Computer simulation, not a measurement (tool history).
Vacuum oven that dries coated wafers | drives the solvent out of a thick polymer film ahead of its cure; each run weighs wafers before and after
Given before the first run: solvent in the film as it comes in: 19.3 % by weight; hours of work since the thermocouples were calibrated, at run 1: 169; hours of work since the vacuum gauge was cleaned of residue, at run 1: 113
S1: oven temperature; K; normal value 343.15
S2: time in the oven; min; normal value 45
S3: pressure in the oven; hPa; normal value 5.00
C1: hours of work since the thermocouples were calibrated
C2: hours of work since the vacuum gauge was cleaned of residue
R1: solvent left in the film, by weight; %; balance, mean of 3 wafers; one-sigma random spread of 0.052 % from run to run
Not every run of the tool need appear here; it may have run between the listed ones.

| run | hour | S1 | S2 | S3 | C1 | C2 | R1 |
|---|---|---|---|---|---|---|---|
| 1 | 0.0 | 343.15 | 45 | 5.00 | 169 | 113 | 1.43 |
| 2 | 34.4 | 343.15 | 45 | 5.00 | 186 | 130 | 1.56 |
| 3 | 53.5 | 352.15 | 45 | 5.00 | 196 | 140 | 0.69 |
| 4 | 75.7 | 343.15 | 45 | 5.00 | 207 | 151 | 1.48 |
| 5 | 96.3 | 343.15 | 45 | 15.65 | 218 | 162 | 3.01 |
| 6 | 126.1 | 343.15 | 47 | 5.00 | 233 | 177 | 1.42 |
| 7 | 148.3 | 343.15 | 45 | 3.65 | 244 | 188 | 1.17 |
| 8 | 180.5 | 343.15 | 45 | 3.65 | 260 | 204 | 1.30 |
| 9 | 213.6 | 343.15 | 45 | 5.00 | 277 | 221 | 1.43 |
| 10 | 250.1 | 343.15 | 45 | 5.00 | 295 | 239 | 1.46 |
| 11 | 288.3 | 343.15 | 45 | 5.00 | 315 | 259 | 1.55 |
| 12 | 316.4 | 343.15 | 45 | 5.00 | 329 | 273 | 1.58 |
| 13 | 341.7 | 343.15 | 45 | 5.00 | 342 | 286 | 1.61 |
| 14 | 378.1 | 343.15 | 30 | 5.00 | 360 | 304 | 2.84 |
| 15 | 398.5 | 343.15 | 45 | 5.00 | 370 | 314 | 1.57 |
| 16 | 439.4 | 343.15 | 45 | 5.00 | 391 | 335 | 1.56 |
| 17 | 459.3 | 343.15 | 45 | 5.00 | 401 | 345 | 1.58 |
| 18 | 487.1 | 343.15 | 45 | 5.00 | 415 | 359 | 1.69 |
| 19 | 527.7 | 331.15 | 74 | 12.96 | 436 | 380 | 4.46 |
| 20 | 561.1 | 349.15 | 29 | 6.08 | 453 | 396 | 1.79 |
| 21 | 585.6 | 349.15 | 29 | 6.08 | 465 | 409 | 1.82 |
| 22 | 611.6 | 343.15 | 30 | 5.00 | 478 | 422 | 2.76 |
| 23 | 644.8 | 343.15 | 30 | 5.00 | 495 | 439 | 2.89 |
| 24 | 667.2 | 349.15 | 45 | 5.71 | 506 | 450 | 0.96 |
| 25 | 707.2 | 349.15 | 45 | 5.71 | 526 | 470 | 1.00 |
| 26 | 733.6 | 353.15 | 38 | 2.78 | 540 | 484 | 0.62 |
| 27 | 761.2 | 353.15 | 38 | 2.78 | 554 | 498 | 0.62 |
| 28 | 801.4 | 353.15 | 38 | 2.78 | 574 | 518 | 0.56 |
| 29 | 826.2 | 353.15 | 22 | 2.78 | 586 | 530 | 1.66 |
| 30 | 867.4 | 353.15 | 22 | 2.78 | 607 | 551 | 1.74 |
| 31 | 893.8 | 353.15 | 22 | 2.78 | 621 | 565 | 1.65 |

Branching from run 31: 3 alternative next runs. What would each branch give?
| A | 925.0 | 353.15 | 34 | 2.78 | 636 | 580 | ? |
| B | 925.0 | 340.15 | 25 | 14.66 | 636 | 580 | ? |
| C | 925.0 | 353.15 | 22 | 15.07 | 636 | 580 | ? |

| run | R1 |
|---|---|
| A | 0.76 |
| B | 5.91 |
| C | 2.77 |
Stripped of hidden state, with their random variation kept, the same runs would have yielded:
| run | R1 |
|---|---|
| A | 0.56 |
| B | 5.40 |
| C | 2.45 |
